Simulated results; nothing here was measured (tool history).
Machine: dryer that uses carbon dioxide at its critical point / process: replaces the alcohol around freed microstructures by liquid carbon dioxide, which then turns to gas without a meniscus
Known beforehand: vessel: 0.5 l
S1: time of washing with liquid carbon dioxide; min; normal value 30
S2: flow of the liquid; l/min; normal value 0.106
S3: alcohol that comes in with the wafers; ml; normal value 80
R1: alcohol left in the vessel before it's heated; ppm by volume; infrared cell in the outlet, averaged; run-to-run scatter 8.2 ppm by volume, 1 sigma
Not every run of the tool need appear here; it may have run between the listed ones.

run,day,S1,S2,S3,R1
1,0.000,30,0.106,80,779
2,0.904,30,0.106,80,801
3,1.529,30,0.106,80,809
4,2.112,30,0.106,80,805
5,2.846,30,0.106,80,839
6,3.550,30,0.106,80,831
7,4.392,30,0.106,80,864
8,4.896,30,0.106,41,470
9,5.621,30,0.106,41,467
# day 6.154: inlet filter changed
10,6.208,23,0.106,80,1826
11,7.421,23,0.106,80,1831
12,8.296,30,0.069,80,3894
13,9.271,40,0.121,23,71
14,10.183,21,0.071,28,3864
15,11.154,30,0.106,96,654
16,12.012,30,0.106,96,662
17,12.658,37,0.118,96,151
18,13.592,25,0.099,20,548
19,14.646,20,0.099,76,4403
20,15.654,27,0.163,65,125

Here are 5 independent what-if runs from the current tool condition. What would each one return?
A,16.646,30,0.078,108,?
B,16.646,30,0.165,80,?
C,16.646,30,0.081,80,?
D,16.646,19,0.163,25,?
E,16.646,22,0.086,80,?

run,R1
A,3536
B,122
C,2259
D,268
E,5523
Without the tool's hidden state the same runs would have given:
run,R1
A,2874
B,32
C,1798
D,146
E,4689
